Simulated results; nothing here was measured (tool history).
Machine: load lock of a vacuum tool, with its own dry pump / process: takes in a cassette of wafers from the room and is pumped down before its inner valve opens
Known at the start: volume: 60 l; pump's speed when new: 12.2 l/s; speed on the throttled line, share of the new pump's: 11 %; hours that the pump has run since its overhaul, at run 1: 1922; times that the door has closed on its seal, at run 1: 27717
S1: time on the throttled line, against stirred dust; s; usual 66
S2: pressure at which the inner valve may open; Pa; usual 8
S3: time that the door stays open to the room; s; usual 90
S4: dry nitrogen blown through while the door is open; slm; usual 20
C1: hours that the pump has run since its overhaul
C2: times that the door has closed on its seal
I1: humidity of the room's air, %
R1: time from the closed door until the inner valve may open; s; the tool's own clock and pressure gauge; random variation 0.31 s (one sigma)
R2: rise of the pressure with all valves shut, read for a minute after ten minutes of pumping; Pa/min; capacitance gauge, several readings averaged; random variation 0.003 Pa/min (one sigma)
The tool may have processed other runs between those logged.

run 1 hour=0 | S1=66 S2=8 S3=90 S4=20 | C1=1922 C2=27717 | I1=45.1 | R1=105.8 R2=0.169
run 2 hour=279.3 | S1=66 S2=8 S3=90 S4=20 | C1=2202 C2=29062 | I1=44.2 | R1=106.4 R2=0.189
run 3 hour=537.4 | S1=66 S2=8 S3=90 S4=20 | C1=2460 C2=30305 | I1=45.1 | R1=106.2 R2=0.206
run 4 hour=695.9 | S1=66 S2=15 S3=90 S4=20 | C1=2618 C2=31068 | I1=43.7 | R1=103.3 R2=0.208
run 5 hour=970.9 | S1=66 S2=15 S3=90 S4=20 | C1=2893 C2=32392 | I1=46.3 | R1=103.2 R2=0.218
run 6 hour=1115.3 | S1=66 S2=15 S3=90 S4=20 | C1=3038 C2=33088 | I1=42.1 | R1=103.3 R2=0.219
run 7 hour=1274.1 | S1=66 S2=8 S3=90 S4=20 | C1=3196 C2=33852 | I1=43 | R1=105.9 R2=0.224
run 8 hour=1423.7 | S1=66 S2=8 S3=90 S4=20 | C1=3346 C2=34573 | I1=45.1 | R1=106.5 R2=0.233
run 9 hour=1675 | S1=66 S2=8 S3=90 S4=20 | C1=3597 C2=35783 | I1=46.8 | R1=106.8 R2=0.248
run 10 hour=1852.3 | S1=66 S2=8 S3=90 S4=20 | C1=3775 C2=36636 | I1=43.7 | R1=106.3 R2=0.252
run 11 hour=1993.2 | S1=66 S2=8 S3=90 S4=20 | C1=3915 C2=37315 | I1=47 | R1=106.8 R2=0.259
run 12 hour=2166.2 | S1=66 S2=8 S3=90 S4=20 | C1=4088 C2=38148 | I1=44.8 | R1=106.9 R2=0.27
run 13 hour=2383.4 | S1=66 S2=8 S3=90 S4=28 | C1=4306 C2=39194 | I1=43.5 | R1=106.4 R2=0.271
run 14 hour=2554.4 | S1=66 S2=8 S3=132 S4=25 | C1=4477 C2=40017 | I1=43.5 | R1=106.8 R2=0.286
run 15 hour=2778.8 | S1=59 S2=11 S3=136 S4=5 | C1=4701 C2=41098 | I1=46.5 | R1=98.5 R2=0.314
run 16 hour=3059.9 | S1=59 S2=11 S3=136 S4=5 | C1=4982 C2=42451 | I1=44.6 | R1=99.2 R2=0.323
run 17 hour=3318 | S1=126 S2=9 S3=114 S4=36 | C1=5240 C2=43694 | I1=45.3 | R1=160 R2=0.315
run 18 hour=3540.8 | S1=126 S2=9 S3=114 S4=36 | C1=5463 C2=44767 | I1=49 | R1=159.4 R2=0.321
run 19 hour=3731.6 | S1=45 S2=7 S3=171 S4=33 | C1=5654 C2=45686 | I1=44.5 | R1=88.7 R2=0.339
run 20 hour=3956.2 | S1=45 S2=7 S3=171 S4=33 | C1=5878 C2=46767 | I1=47.5 | R1=89.1 R2=0.35
run 21 hour=4105.2 | S1=66 S2=8 S3=90 S4=20 | C1=6027 C2=47485 | I1=48.3 | R1=106.6 R2=0.363
run 22 hour=4290.5 | S1=48 S2=12 S3=90 S4=20 | C1=6213 C2=48377 | I1=42.5 | R1=89 R2=0.368
run 23 hour=4543.4 | S1=55 S2=7 S3=90 S4=20 | C1=6466 C2=49594 | I1=44.8 | R1=98.1 R2=0.381
run 24 hour=4773 | S1=37 S2=6 S3=90 S4=17 | C1=6695 C2=50700 | I1=45.5 | R1=82.9 R2=0.406
run 25 hour=5038.9 | S1=37 S2=6 S3=90 S4=17 | C1=6961 C2=51980 | I1=46.1 | R1=83.3 R2=0.419
run 26 hour=5218.3 | S1=37 S2=6 S3=90 S4=6 | C1=7140 C2=52844 | I1=46.9 | R1=83.2 R2=0.433

Run by run, hidden condition taken away, random variation retained:
Hidden conditions of the tool in this case: pump's speed, % of a new pump's; leak at the door's seal, Pa l/s; drift of the gauge itself on ready_s, %; drift of the gauge itself on rise_pa_min, %.
run=1 R1=105.5 R2=0.016
run=2 R1=106.1 R2=0.022
run=3 R1=105.8 R2=0.028
run=4 R1=102.9 R2=0.023
run=5 R1=102.7 R2=0.025
run=6 R1=102.8 R2=0.02
run=7 R1=105.3 R2=0.02
run=8 R1=105.8 R2=0.019
run=9 R1=106.1 R2=0.021
run=10 R1=105.6 R2=0.021
run=11 R1=106 R2=0.023
run=12 R1=106.1 R2=0.021
run=13 R1=105.5 R2=0.015
run=14 R1=105.8 R2=0.022
run=15 R1=97.5 R2=0.042
run=16 R1=98.1 R2=0.04
run=17 R1=158.9 R2=0.014
run=18 R1=158.3 R2=0.016
run=19 R1=87.2 R2=0.019
run=20 R1=87.5 R2=0.021
run=21 R1=105.1 R2=0.021
run=22 R1=87.5 R2=0.022
run=23 R1=96.3 R2=0.018
run=24 R1=81 R2=0.024
run=25 R1=81.3 R2=0.023
run=26 R1=81.3 R2=0.033
